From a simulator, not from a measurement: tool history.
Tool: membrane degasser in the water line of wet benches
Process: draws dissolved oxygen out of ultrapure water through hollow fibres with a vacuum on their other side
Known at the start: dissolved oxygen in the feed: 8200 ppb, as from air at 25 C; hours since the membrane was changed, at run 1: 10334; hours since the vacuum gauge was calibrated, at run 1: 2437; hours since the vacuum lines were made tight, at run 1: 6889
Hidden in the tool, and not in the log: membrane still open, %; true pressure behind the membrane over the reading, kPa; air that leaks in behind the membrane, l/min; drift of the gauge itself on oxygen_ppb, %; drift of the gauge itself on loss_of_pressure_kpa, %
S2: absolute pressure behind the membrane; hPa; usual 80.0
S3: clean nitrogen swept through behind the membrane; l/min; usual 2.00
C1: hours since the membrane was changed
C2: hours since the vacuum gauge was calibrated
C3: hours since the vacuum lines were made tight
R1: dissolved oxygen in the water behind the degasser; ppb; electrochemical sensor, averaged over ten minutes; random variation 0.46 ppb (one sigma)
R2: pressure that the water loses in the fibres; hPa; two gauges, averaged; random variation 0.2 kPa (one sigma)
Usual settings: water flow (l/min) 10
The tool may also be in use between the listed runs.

run 1 hour=0.0 | water_flow_(l/min)=10 S2=80.0 S3=2.00 | C1=10334 C2=2437 C3=6889 | R1=68.1 R2=545.1
run 2 hour=231.9 | water_flow_(l/min)=10 S2=80.0 S3=2.00 | C1=10565 C2=2669 C3=7121 | R1=69.3 R2=547.8
run 3 hour=418.3 | water_flow_(l/min)=10 S2=80.0 S3=2.00 | C1=10752 C2=2855 C3=7308 | R1=67.5 R2=546.2
run 4 hour=747.5 | water_flow_(l/min)=10 S2=80.0 S3=2.00 | C1=11081 C2=3185 C3=7637 | R1=67.9 R2=549.9
run 5 hour=991.8 | water_flow_(l/min)=10 S2=80.0 S3=2.00 | C1=11325 C2=3429 C3=7881 | R1=67.9 R2=546.4
run 6 hour=1182.4 | water_flow_(l/min)=8 S2=80.0 S3=2.00 | C1=11516 C2=3619 C3=8072 | R1=53.5 R2=438.2
run 7 hour=1473.2 | water_flow_(l/min)=8 S2=80.0 S3=2.00 | C1=11807 C2=3910 C3=8363 | R1=52.9 R2=438.7
-- hour=1507.3 seals of the vacuum lines changed
run 8 hour=1692.7 | water_flow_(l/min)=8 S2=80.0 S3=2.00 | C1=12024 C2=4128 C3=185 | R1=52.3 R2=435.3
run 9 hour=1991.9 | water_flow_(l/min)=8 S2=80.0 S3=2.00 | C1=12323 C2=4427 C3=485 | R1=52.9 R2=438.7
run 10 hour=2153.5 | water_flow_(l/min)=8 S2=155.8 S3=2.94 | C1=12485 C2=4589 C3=646 | R1=88.2 R2=436.6
run 11 hour=2506.9 | water_flow_(l/min)=6 S2=80.0 S3=1.09 | C1=12838 C2=4942 C3=1000 | R1=66.5 R2=329.1
run 12 hour=2800.9 | water_flow_(l/min)=6 S2=80.0 S3=1.09 | C1=13132 C2=5236 C3=1294 | R1=67.3 R2=329.3
run 13 hour=3034.6 | water_flow_(l/min)=10 S2=91.5 S3=3.40 | C1=13366 C2=5470 C3=1527 | R1=53.2 R2=547.4
-- hour=3286.7 vacuum gauge calibrated
run 14 hour=3310.0 | water_flow_(l/min)=7 S2=55.4 S3=2.07 | C1=13641 C2=23 C3=1802 | R1=23.3 R2=386.9
run 15 hour=3633.8 | water_flow_(l/min)=7 S2=55.4 S3=2.07 | C1=13965 C2=347 C3=2126 | R1=23.4 R2=384.3

3 ways to go on from here, each from the tool as it stands after run 15. What would each give?
run A hour=3786.5 | water_flow_(l/min)=7 S2=55.4 S3=3.05 | C1=14118 C2=500 C3=2279 | R1=? R2=?
run B hour=3786.5 | water_flow_(l/min)=7 S2=55.4 S3=1.23 | C1=14118 C2=500 C3=2279 | R1=? R2=?
run C hour=3786.5 | water_flow_(l/min)=9 S2=154.3 S3=1.87 | C1=14118 C2=500 C3=2279 | R1=? R2=?

run=A R1=17.1 R2=384.2
run=B R1=36.8 R2=384.2
run=C R1=149.1 R2=495.4
Without the tool's hidden state the same runs would have given:
run=A R1=17.0 R2=383.9
run=B R1=36.8 R2=383.9
run=C R1=149.1 R2=495.1
